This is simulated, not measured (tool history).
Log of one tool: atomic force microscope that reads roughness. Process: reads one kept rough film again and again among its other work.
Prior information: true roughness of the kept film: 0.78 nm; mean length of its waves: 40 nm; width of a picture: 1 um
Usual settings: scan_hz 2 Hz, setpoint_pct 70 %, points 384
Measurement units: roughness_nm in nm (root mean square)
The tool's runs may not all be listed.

| run | day | scan_hz | setpoint_pct | points | roughness_nm |
|---|---|---|---|---|---|
| 1 | 0 | 2 | 70 | 384 | 0.696 |
| 2 | 0.338 | 2 | 70 | 384 | 0.694 |
| 3 | 0.575 | 2 | 70 | 384 | 0.695 |
| 4 | 0.938 | 2 | 70 | 384 | 0.693 |
| 5 | 1.238 | 2 | 70 | 384 | 0.694 |
| 6 | 1.483 | 2 | 70 | 384 | 0.69 |
| 7 | 1.846 | 2 | 84 | 384 | 0.633 |
| 8 | 2.317 | 2 | 70 | 384 | 0.688 |
| 9 | 2.658 | 2 | 70 | 384 | 0.69 |
| 10 | 3.062 | 2 | 70 | 429 | 0.686 |
| 11 | 3.258 | 2 | 70 | 429 | 0.689 |
| 12 | 3.496 | 2 | 70 | 429 | 0.69 |
| 13 | 3.796 | 2 | 70 | 429 | 0.689 |
| 14 | 4.071 | 2 | 70 | 429 | 0.684 |
| 15 | 4.517 | 2 | 70 | 429 | 0.687 |
| 16 | 4.738 | 2 | 70 | 429 | 0.685 |
| 17 | 5.212 | 2 | 70 | 429 | 0.677 |
| 18 | 5.554 | 2 | 70 | 429 | 0.683 |
| 19 | 5.808 | 2 | 70 | 429 | 0.685 |
| 20 | 6.275 | 2 | 77 | 384 | 0.661 |
| 21 | 6.754 | 2 | 77 | 384 | 0.652 |
| 22 | 7.05 | 2 | 77 | 384 | 0.649 |
| 23 | 7.504 | 2 | 77 | 384 | 0.65 |
| 24 | 7.904 | 2 | 77 | 384 | 0.651 |
| 25 | 8.221 | 1.68 | 70 | 384 | 0.685 |
| 26 | 8.679 | 2 | 70 | 384 | 0.679 |
| 27 | 9.112 | 0.98 | 62 | 657 | 0.722 |
| 28 | 9.575 | 3.4 | 77 | 947 | 0.597 |
| 29 | 10 | 3.4 | 77 | 947 | 0.594 |
| 30 | 10.467 | 0.6 | 63 | 675 | 0.726 |
| 31 | 10.858 | 0.76 | 62 | 350 | 0.724 |
| 32 | 11.333 | 0.76 | 62 | 350 | 0.721 |
|  | 11.4 | height scale calibrated on a step standard |
| 33 | 11.688 | 0.76 | 76 | 935 | 0.704 |
|  | 11.788 | new tip fitted |
| 34 | 11.925 | 0.76 | 76 | 935 | 0.725 |
|  | 12.121 | height scale calibrated on a step standard, once more |
| 35 | 12.321 | 1.26 | 72 | 265 | 0.715 |
| 36 | 12.792 | 1.75 | 56 | 265 | 0.734 |
| 37 | 13.133 | 1.91 | 66 | 371 | 0.712 |
| 38 | 13.471 | 2 | 69 | 338 | 0.701 |
| 39 | 13.921 | 2 | 69 | 773 | 0.698 |
| 40 | 14.304 | 2 | 69 | 773 | 0.699 |
| 41 | 14.638 | 2 | 86 | 270 | 0.617 |
| 42 | 14.888 | 3.76 | 83 | 429 | 0.555 |
| 43 | 15.25 | 3.76 | 83 | 429 | 0.553 |
| 44 | 15.679 | 1.7 | 70 | 384 | 0.702 |
| 45 | 16.054 | 1.7 | 70 | 384 | 0.699 |
| 46 | 16.467 | 3.3 | 60 | 384 | 0.695 |
| 47 | 16.904 | 0.96 | 81 | 384 | 0.693 |
| 48 | 17.225 | 1.03 | 80 | 384 | 0.693 |
| 49 | 17.5 | 2 | 70 | 303 | 0.685 |
| 50 | 17.95 | 3.09 | 70 | 348 | 0.651 |
| 51 | 18.158 | 0.56 | 80 | 262 | 0.717 |
| 52 | 18.517 | 0.56 | 80 | 262 | 0.715 |

What would each run have given without the hidden state, its run-to-run variation left as it was?
The hidden state here: radius of the tip, nm; height scale over the true one, %; drift of the gauge itself on roughness_nm, %.
| run | roughness_nm |
|---|---|
| 1 | 0.698 |
| 2 | 0.697 |
| 3 | 0.698 |
| 4 | 0.698 |
| 5 | 0.699 |
| 6 | 0.696 |
| 7 | 0.639 |
| 8 | 0.695 |
| 9 | 0.699 |
| 10 | 0.695 |
| 11 | 0.699 |
| 12 | 0.7 |
| 13 | 0.699 |
| 14 | 0.695 |
| 15 | 0.699 |
| 16 | 0.698 |
| 17 | 0.691 |
| 18 | 0.698 |
| 19 | 0.7 |
| 20 | 0.676 |
| 21 | 0.668 |
| 22 | 0.666 |
| 23 | 0.668 |
| 24 | 0.669 |
| 25 | 0.705 |
| 26 | 0.7 |
| 27 | 0.746 |
| 28 | 0.617 |
| 29 | 0.615 |
| 30 | 0.753 |
| 31 | 0.751 |
| 32 | 0.75 |
| 33 | 0.733 |
| 34 | 0.73 |
| 35 | 0.716 |
| 36 | 0.735 |
| 37 | 0.714 |
| 38 | 0.704 |
| 39 | 0.703 |
| 40 | 0.704 |
| 41 | 0.622 |
| 42 | 0.56 |
| 43 | 0.558 |
| 44 | 0.71 |
| 45 | 0.708 |
| 46 | 0.704 |
| 47 | 0.704 |
| 48 | 0.704 |
| 49 | 0.697 |
| 50 | 0.663 |
| 51 | 0.731 |
| 52 | 0.73 |

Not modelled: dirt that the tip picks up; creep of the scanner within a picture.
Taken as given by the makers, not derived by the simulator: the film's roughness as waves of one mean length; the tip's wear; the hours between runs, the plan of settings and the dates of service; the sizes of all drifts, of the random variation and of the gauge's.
